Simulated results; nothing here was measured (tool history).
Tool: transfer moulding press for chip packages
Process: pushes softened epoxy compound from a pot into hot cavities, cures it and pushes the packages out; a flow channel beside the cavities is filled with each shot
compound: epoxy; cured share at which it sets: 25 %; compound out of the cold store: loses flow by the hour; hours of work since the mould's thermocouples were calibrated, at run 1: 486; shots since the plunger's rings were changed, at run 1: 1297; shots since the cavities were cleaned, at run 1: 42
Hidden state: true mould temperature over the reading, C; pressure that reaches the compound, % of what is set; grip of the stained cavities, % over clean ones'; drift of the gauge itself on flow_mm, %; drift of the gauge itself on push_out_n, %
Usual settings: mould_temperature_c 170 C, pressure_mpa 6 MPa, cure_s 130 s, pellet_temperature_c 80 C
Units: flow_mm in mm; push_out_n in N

| run | hour | mould_temperature_c | pressure_mpa | cure_s | pellet_temperature_c | hours of work since the mould's thermocouples were calibrated | shots since the plunger's rings were changed | shots since the cavities were cleaned | incoming compound's hours out of the cold store | flow_mm | push_out_n |
|---|---|---|---|---|---|---|---|---|---|---|---|
| 1 | 0 | 170 | 6 | 130 | 80 | 486 | 1297 | 42 | 44.3 | 700 | 306 |
|  | 28.6 | mould's thermocouples calibrated |
| 2 | 35.5 | 170 | 6.4 | 130 | 80 | 5 | 1645 | 390 | 15.1 | 907 | 372 |
| 3 | 76.5 | 170 | 6.4 | 130 | 80 | 37 | 2072 | 817 | 27.6 | 816 | 421 |
|  | 99.2 | cavities cleaned with cleaning compound and waxed |
| 4 | 126.1 | 170 | 6.4 | 130 | 80 | 74 | 2572 | 280 | 46.1 | 696 | 484 |
| 5 | 149.8 | 170 | 6 | 144 | 80 | 92 | 2819 | 527 | 36.4 | 739 | 443 |
|  | 172.5 | plunger's sealing rings changed |
| 6 | 174.4 | 170 | 6 | 144 | 80 | 109 | 20 | 757 | 8.9 | 940 | 469 |
|  | 200.3 | cavities cleaned with cleaning compound and waxed |
| 7 | 219.4 | 170 | 6 | 144 | 80 | 143 | 472 | 199 | 17.5 | 874 | 341 |
| 8 | 250.7 | 170 | 6 | 130 | 78 | 167 | 798 | 525 | 27.3 | 802 | 411 |
| 9 | 289.2 | 170 | 6 | 130 | 78 | 196 | 1199 | 926 | 46.3 | 689 | 432 |
|  | 299.9 | cavities cleaned with cleaning compound and waxed |
| 10 | 314.1 | 170 | 6 | 130 | 78 | 214 | 1442 | 148 | 9 | 931 | 352 |
|  | 326 | cavities cleaned with cleaning compound and waxed, once more |
| 11 | 338.2 | 170 | 6 | 130 | 80 | 232 | 1677 | 126 | 17.6 | 864 | 347 |
| 12 | 383.2 | 170 | 6 | 130 | 80 | 267 | 2145 | 594 | 13.7 | 885 | 416 |
|  | 424.6 | cavities cleaned with cleaning compound and waxed |
| 13 | 430.4 | 170 | 6 | 130 | 77 | 302 | 2621 | 60 | 14.3 | 875 | 321 |
|  | 471.5 | plunger's sealing rings changed |
| 14 | 473.5 | 170 | 6 | 130 | 77 | 333 | 20 | 482 | 31.9 | 783 | 396 |
| 15 | 514.4 | 175 | 6 | 136 | 87 | 364 | 446 | 908 | 16.3 | 861 | 404 |
|  | 525.9 | cavities cleaned with cleaning compound and waxed |
| 16 | 542.3 | 174 | 6 | 166 | 80 | 385 | 721 | 171 | 36.7 | 727 | 316 |
| 17 | 582 | 174 | 6 | 166 | 80 | 415 | 1134 | 584 | 40.9 | 709 | 386 |
| 18 | 613.9 | 174 | 7.26 | 126 | 72 | 440 | 1466 | 916 | 39.8 | 778 | 409 |
|  | 625.7 | cavities cleaned with cleaning compound and waxed |
| 19 | 656.2 | 174 | 7.26 | 126 | 72 | 471 | 1890 | 317 | 43 | 748 | 353 |
| 20 | 676.1 | 174 | 7.26 | 126 | 72 | 487 | 2097 | 524 | 15.2 | 942 | 397 |
|  | 704 | mould's thermocouples calibrated |
|  | 726.1 | cavities cleaned with cleaning compound and waxed |
| 21 | 726.1 | 174 | 7.26 | 126 | 72 | 16 | 2581 | 0 | 12.6 | 955 | 294 |
| 22 | 753.4 | 174 | 7.26 | 126 | 72 | 37 | 2865 | 284 | 47 | 727 | 344 |
|  | 772 | plunger's sealing rings changed |
| 23 | 803.4 | 170 | 4.97 | 130 | 80 | 73 | 327 | 779 | 23.1 | 762 | 431 |
|  | 828 | cavities cleaned with cleaning compound and waxed |
| 24 | 832.1 | 167 | 5.88 | 130 | 76 | 94 | 609 | 43 | 14.8 | 896 | 332 |
| 25 | 872.4 | 167 | 5.88 | 130 | 76 | 125 | 1028 | 462 | 12.8 | 906 | 419 |
| 26 | 894.4 | 167 | 5.88 | 130 | 76 | 142 | 1258 | 692 | 22.3 | 832 | 446 |
| 27 | 919.1 | 170 | 6.6 | 147 | 72 | 161 | 1514 | 948 | 26.5 | 844 | 431 |

Measured less the same run without the tool's hidden state. The same run-to-run variation is in both; the gauge's scatter may not be:
| run | flow_mm | push_out_n |
|---|---|---|
| 1 | -6 | +21 |
| 2 | -14 | +79 |
| 3 | -17 | +125 |
| 4 | -18 | +173 |
| 5 | -20 | +162 |
| 6 | +0 | +172 |
| 7 | -4 | +45 |
| 8 | -5 | +98 |
| 9 | -8 | +130 |
| 10 | -12 | +38 |
| 11 | -13 | +42 |
| 12 | -17 | +107 |
| 13 | -21 | +24 |
| 14 | +2 | +92 |
| 15 | -1 | +123 |
| 16 | -3 | +37 |
| 17 | -6 | +97 |
| 18 | -9 | +124 |
| 19 | -11 | +62 |
| 20 | -14 | +94 |
| 21 | -25 | +0 |
| 22 | -21 | +57 |
| 23 | -5 | +119 |
| 24 | -9 | +7 |
| 25 | -11 | +88 |
| 26 | -12 | +116 |
| 27 | -14 | +130 |
